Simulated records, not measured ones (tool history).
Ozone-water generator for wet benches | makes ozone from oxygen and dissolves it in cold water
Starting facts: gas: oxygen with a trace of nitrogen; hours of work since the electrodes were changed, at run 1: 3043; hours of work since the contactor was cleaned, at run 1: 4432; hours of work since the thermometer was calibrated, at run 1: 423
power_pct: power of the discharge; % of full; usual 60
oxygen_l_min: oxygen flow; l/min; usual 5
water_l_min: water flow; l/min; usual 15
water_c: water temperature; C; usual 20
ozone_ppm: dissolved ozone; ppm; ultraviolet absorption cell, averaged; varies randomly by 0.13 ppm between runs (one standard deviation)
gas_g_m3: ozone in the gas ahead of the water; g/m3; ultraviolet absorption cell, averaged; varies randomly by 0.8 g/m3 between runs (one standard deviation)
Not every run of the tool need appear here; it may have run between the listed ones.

run,hour,power_pct,oxygen_l_min,water_l_min,water_c,hours of work since the electrodes were changed,hours of work since the contactor was cleaned,hours of work since the thermometer was calibrated,ozone_ppm,gas_g_m3
1,0,60,5,15,20,3043,4432,423,12.7,119.6
2,103.5,60,5,15,20,3122,4511,501,12.4,118.7
3,155.1,60,5,15,20,3161,4550,540,12.4,120.4
4,278.7,60,5,9,20,3255,4643,634,18,119.9
5,346.6,60,5,9,20,3306,4695,685,18.1,119.6
6,411.3,69,5,15,20,3355,4744,734,14.1,133.4
7,483.5,69,5,15,20,3410,4799,789,13.9,132.9
8,546.3,60,5.54,15,20,3458,4846,837,12.6,114.4
9,643.9,60,6.85,15,20,3532,4920,911,12.8,105.9
10,728.4,60,6.85,15,20,3596,4984,975,12.8,106
11,818.7,60,6.23,15,20,3664,5053,1043,12.5,109.6
12,899.9,60,6.23,15,20,3726,5114,1105,12.5,108.7
13,950.2,60,6.23,15,20,3764,5152,1143,12.6,108.3
14,1027.8,60,6.23,15,20,3823,5211,1202,12.4,109.6
15,1128.2,41,2.5,23,19,3899,5287,1278,5.3,115.9
16,1230.8,60,2.68,15,23,3976,5365,1356,10.6,152
17,1283.4,60,2.68,23,23,4016,5405,1396,7.2,153.2
18,1340.7,60,7.63,23,23,4060,5448,1439,8.2,101.7
19,1414.3,60,5,10,19,4116,5504,1495,16.9,118.2
20,1475.4,60,5,10,19,4162,5550,1541,16.9,118.9
21,1533.3,62,6.44,15,12,4206,5594,1585,14.8,109.3
22,1639.7,72,8.04,12,19,4286,5675,1666,16.9,114.6
23,1748.2,72,8.04,12,19,4369,5757,1748,17,113.7
24,1851.8,58,2.99,12,20,4447,5836,1826,13.7,140.6
25,1952.8,87,4.47,15,20,4524,5912,1903,16.4,164.3

Branching from run 25: 4 alternative next runs. What would each branch give?
A,2016.4,87,3.14,15,20,4572,5961,1951,?,?
B,2016.4,78,7.5,10,20,4572,5961,1951,?,?
C,2016.4,51,4.47,10,13,4572,5961,1951,?,?
D,2016.4,71,8.6,22,20,4572,5961,1951,?,?

run,ozone_ppm,gas_g_m3
A,15.2,190.4
B,19.8,122.8
C,16.4,106.4
D,10.4,108
Take away the tool's hidden state, keep each run's random variation, and the runs would have read:
run,ozone_ppm,gas_g_m3
A,16.9,206.5
B,21.9,132.3
C,17.7,111.9
D,11.5,115.8
